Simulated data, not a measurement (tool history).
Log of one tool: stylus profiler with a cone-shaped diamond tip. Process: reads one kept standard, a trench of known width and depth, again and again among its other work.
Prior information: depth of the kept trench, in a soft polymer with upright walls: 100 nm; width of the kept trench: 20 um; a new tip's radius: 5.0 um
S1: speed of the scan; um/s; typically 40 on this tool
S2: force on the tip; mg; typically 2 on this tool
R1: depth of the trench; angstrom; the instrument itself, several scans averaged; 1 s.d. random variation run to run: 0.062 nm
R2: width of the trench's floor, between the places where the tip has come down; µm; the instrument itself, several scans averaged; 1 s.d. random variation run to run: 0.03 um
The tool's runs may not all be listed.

Run 1, hour 0: usual settings. Result: R1 1008.3 angstrom, R2 17.65 µm.
Run 2, hour 13.3: usual settings but S2 2.52 mg. Result: R1 1009.3 angstrom, R2 17.65 µm.
Run 3, hour 31.1: usual settings but S2 1.08 mg. Result: R1 1006.5 angstrom, R2 17.63 µm.
Run 4, hour 39.8: usual settings but S2 1.08 mg. Result: R1 1006.4 angstrom, R2 17.67 µm.
Run 5, hour 57.4: usual settings but S2 1.08 mg. Result: R1 1006.3 angstrom, R2 17.66 µm.
Run 6, hour 68.1: usual settings. Result: R1 1008.5 angstrom, R2 17.64 µm.
Run 7, hour 82: usual settings. Result: R1 1008.2 angstrom, R2 17.57 µm.
Run 8, hour 90.7: usual settings. Result: R1 1009.3 angstrom, R2 17.58 µm.
Run 9, hour 104: usual settings. Result: R1 1008.5 angstrom, R2 17.63 µm.
Run 10, hour 114.3: usual settings but S1 150 um/s. Result: R1 1008.1 angstrom, R2 17.29 µm.
Run 11, hour 131: usual settings but S1 86 um/s. Result: R1 1008.5 angstrom, R2 17.44 µm.
Run 12, hour 142.2: usual settings but S1 86 um/s. Result: R1 1007.8 angstrom, R2 17.47 µm.
At hour 144: height scale calibrated on a step standard.
Run 13, hour 153.7: usual settings but S1 86 um/s. Result: R1 1010 angstrom, R2 17.46 µm.
Run 14, hour 169.7: usual settings but S1 34 um/s. Result: R1 1009.1 angstrom, R2 17.56 µm.
At hour 185.5: height scale calibrated on a step standard, once more.
Run 15, hour 186.5: usual settings but S1 34 um/s, S2 5.96 mg. Result: R1 1015.3 angstrom, R2 17.6 µm.
Run 16, hour 194.8: usual settings but S1 34 um/s, S2 5.96 mg. Result: R1 1014.8 angstrom, R2 17.58 µm.
Run 17, hour 206.7: usual settings but S1 34 um/s, S2 5.96 mg. Result: R1 1015.5 angstrom, R2 17.64 µm.
Run 18, hour 219.2: usual settings but S1 34 um/s, S2 5.96 mg. Result: R1 1014.8 angstrom, R2 17.6 µm.
Run 19, hour 232.9: usual settings but S1 135 um/s. Result: R1 1007.1 angstrom, R2 17.24 µm.
Run 20, hour 248.3: usual settings but S1 135 um/s. Result: R1 1005.9 angstrom, R2 17.24 µm.
Run 21, hour 264.4: usual settings but S1 37 um/s. Result: R1 1008.2 angstrom, R2 17.49 µm.
Run 22, hour 276.6: usual settings but S1 37 um/s. Result: R1 1007.9 angstrom, R2 17.48 µm.
Run 23, hour 284.3: usual settings but S2 3.98 mg. Result: R1 1012.8 angstrom, R2 17.53 µm.
Run 24, hour 297.8: usual settings but S1 22 um/s, S2 4.25 mg. Result: R1 1012.6 angstrom, R2 17.56 µm.
Run 25, hour 307.3: usual settings but S1 57 um/s, S2 2.69 mg. Result: R1 1009.4 angstrom, R2 17.48 µm.
Run 26, hour 322.5: usual settings but S2 1.94 mg. Result: R1 1008 angstrom, R2 17.45 µm.
Run 27, hour 337.6: usual settings but S1 22 um/s, S2 2.48 mg. Result: R1 1009.9 angstrom, R2 17.57 µm.
Run 28, hour 350.1: usual settings but S1 32 um/s, S2 2.2 mg. Result: R1 1008.5 angstrom, R2 17.47 µm.
Run 29, hour 363: usual settings but S1 32 um/s, S2 2.2 mg. Result: R1 1008.8 angstrom, R2 17.46 µm.
Run 30, hour 374.7: usual settings but S1 32 um/s, S2 2.2 mg. Result: R1 1008.4 angstrom, R2 17.47 µm.
Run 31, hour 383.9: usual settings but S2 4.78 mg. Result: R1 1014.3 angstrom, R2 17.47 µm.
Run 32, hour 398.6: usual settings but S1 49 um/s, S2 2.25 mg. Result: R1 1008 angstrom, R2 17.42 µm.
Run 33, hour 406.4: usual settings but S1 49 um/s, S2 2.25 mg. Result: R1 1008.5 angstrom, R2 17.44 µm.
Run 34, hour 421.8: usual settings but S1 147 um/s, S2 5.2 mg. Result: R1 1014.3 angstrom, R2 17.27 µm.
Run 35, hour 439.2: usual settings but S1 24 um/s, S2 0.94 mg. Result: R1 1004.8 angstrom, R2 17.44 µm.
Run 36, hour 450.4: usual settings but S1 24 um/s, S2 0.94 mg. Result: R1 1005.9 angstrom, R2 17.43 µm.
Run 37, hour 463.9: usual settings but S1 24 um/s, S2 0.94 mg. Result: R1 1005.3 angstrom, R2 17.37 µm.
Run 38, hour 482: usual settings but S1 94 um/s, S2 2.52 mg. Result: R1 1009.9 angstrom, R2 17.24 µm.
Run 39, hour 495.3: usual settings but S1 34 um/s, S2 0.97 mg. Result: R1 1004.4 angstrom, R2 17.3 µm.
Run 40, hour 512.7: usual settings but S1 12 um/s, S2 3.36 mg. Result: R1 1010.7 angstrom, R2 17.5 µm.
Run 41, hour 524.3: usual settings but S1 12 um/s, S2 1.01 mg. Result: R1 1006.4 angstrom, R2 17.44 µm.
Run 42, hour 539.2: usual settings but S1 12 um/s, S2 1.01 mg. Result: R1 1006.5 angstrom, R2 17.39 µm.
Run 43, hour 555.8: usual settings but S1 12 um/s, S2 1.01 mg. Result: R1 1007 angstrom, R2 17.4 µm.
Run 44, hour 572.5: usual settings but S1 10 um/s, S2 1.01 mg. Result: R1 1005.3 angstrom, R2 17.38 µm.
Run 45, hour 583.3: usual settings but S1 123 um/s, S2 3.66 mg. Result: R1 1011.8 angstrom, R2 17.18 µm.
Run 46, hour 593.7: usual settings but S2 0.97 mg. Result: R1 1005.9 angstrom, R2 17.27 µm.

For some of the steps in R1 from one run to the next: how much would appear even if the tool had no hidden state, given the settings, what came in and random variation, and how much remains for the hidden state plus any gauge scatter that the measured result and the result without hidden state don't share?
The tool's hidden condition here consists of: radius of the tip, um; height scale over the true one, %; drift of the gauge itself on depth_nm, %; drift of the gauge itself on floor_um, %.
Run 2 -> 3: S2 2.52 -> 1.08. R1 -2.8 angstrom: hidden state +0.1, all else -2.9.
Run 12 -> 13: height scale calibrated on a step standard. R1 +2.2 angstrom: hidden state +0.9, all else +1.3.
Run 14 -> 15: S2 2 -> 5.96, height scale calibrated on a step standard, once more. R1 +6.2 angstrom: hidden state -2.2, all else +8.4.
Run 18 -> 19: S1 34 -> 135, S2 5.96 -> 2. R1 -7.7 angstrom: hidden state +0, all else -7.7.
Run 34 -> 35: S1 147 -> 24, S2 5.2 -> 0.94. R1 -9.5 angstrom: hidden state +0.1, all else -9.6.
Run 44 -> 45: S1 10 -> 123, S2 1.01 -> 3.66. R1 +6.5 angstrom: hidden state +0, all else +6.5.
